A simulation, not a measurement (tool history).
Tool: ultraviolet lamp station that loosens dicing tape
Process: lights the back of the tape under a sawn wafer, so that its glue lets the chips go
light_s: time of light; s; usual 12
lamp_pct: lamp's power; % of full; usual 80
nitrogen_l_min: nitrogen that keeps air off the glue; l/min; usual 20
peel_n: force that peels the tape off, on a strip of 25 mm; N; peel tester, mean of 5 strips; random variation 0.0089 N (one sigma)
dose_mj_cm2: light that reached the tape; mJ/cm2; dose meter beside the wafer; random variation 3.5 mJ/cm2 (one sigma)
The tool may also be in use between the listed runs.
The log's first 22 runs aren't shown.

run 23 day=45.208 | light_s=22 lamp_pct=66 nitrogen_l_min=15 | peel_n=0.378 dose_mj_cm2=623
run 24 day=46.608 | light_s=7 lamp_pct=80 nitrogen_l_min=20 | peel_n=1.707 dose_mj_cm2=238
-- day=47.708 lamp changed
run 25 day=49.108 | light_s=7 lamp_pct=80 nitrogen_l_min=20 | peel_n=1.046 dose_mj_cm2=319
run 26 day=50.675 | light_s=15 lamp_pct=62 nitrogen_l_min=40 | peel_n=0.311 dose_mj_cm2=517
run 27 day=53.562 | light_s=15 lamp_pct=62 nitrogen_l_min=40 | peel_n=0.322 dose_mj_cm2=501
run 28 day=56.521 | light_s=15 lamp_pct=85 nitrogen_l_min=6 | peel_n=0.68 dose_mj_cm2=679
run 29 day=58.938 | light_s=15 lamp_pct=85 nitrogen_l_min=6 | peel_n=0.695 dose_mj_cm2=663
run 30 day=61.162 | light_s=12 lamp_pct=80 nitrogen_l_min=20 | peel_n=0.46 dose_mj_cm2=490
run 31 day=62.754 | light_s=20 lamp_pct=78 nitrogen_l_min=19 | peel_n=0.268 dose_mj_cm2=780
run 32 day=64.417 | light_s=20 lamp_pct=78 nitrogen_l_min=19 | peel_n=0.269 dose_mj_cm2=769
run 33 day=65.708 | light_s=20 lamp_pct=78 nitrogen_l_min=19 | peel_n=0.275 dose_mj_cm2=764
run 34 day=67.662 | light_s=20 lamp_pct=78 nitrogen_l_min=19 | peel_n=0.274 dose_mj_cm2=756
run 35 day=69.762 | light_s=9 lamp_pct=71 nitrogen_l_min=22 | peel_n=1.102 dose_mj_cm2=296
run 36 day=71.467 | light_s=9 lamp_pct=71 nitrogen_l_min=22 | peel_n=1.118 dose_mj_cm2=294
run 37 day=73.217 | light_s=10 lamp_pct=87 nitrogen_l_min=15 | peel_n=0.861 dose_mj_cm2=393
run 38 day=75.054 | light_s=10 lamp_pct=87 nitrogen_l_min=15 | peel_n=0.852 dose_mj_cm2=386
run 39 day=76.846 | light_s=10 lamp_pct=87 nitrogen_l_min=15 | peel_n=0.936 dose_mj_cm2=377
run 40 day=78.579 | light_s=10 lamp_pct=87 nitrogen_l_min=15 | peel_n=0.915 dose_mj_cm2=378

3 ways to go on from here, each from the tool as it stands after run 40. What would each give?
run A day=80.438 | light_s=11 lamp_pct=87 nitrogen_l_min=24 | peel_n=? dose_mj_cm2=?
run B day=80.438 | light_s=8 lamp_pct=87 nitrogen_l_min=15 | peel_n=? dose_mj_cm2=?
run C day=80.438 | light_s=12 lamp_pct=62 nitrogen_l_min=20 | peel_n=? dose_mj_cm2=?

run=A peel_n=0.565 dose_mj_cm2=409
run=B peel_n=1.447 dose_mj_cm2=298
run=C peel_n=1.069 dose_mj_cm2=313
Without the tool's hidden state the same runs would have given:
run=A peel_n=0.334 dose_mj_cm2=570
run=B peel_n=0.791 dose_mj_cm2=415
run=C peel_n=0.567 dose_mj_cm2=438
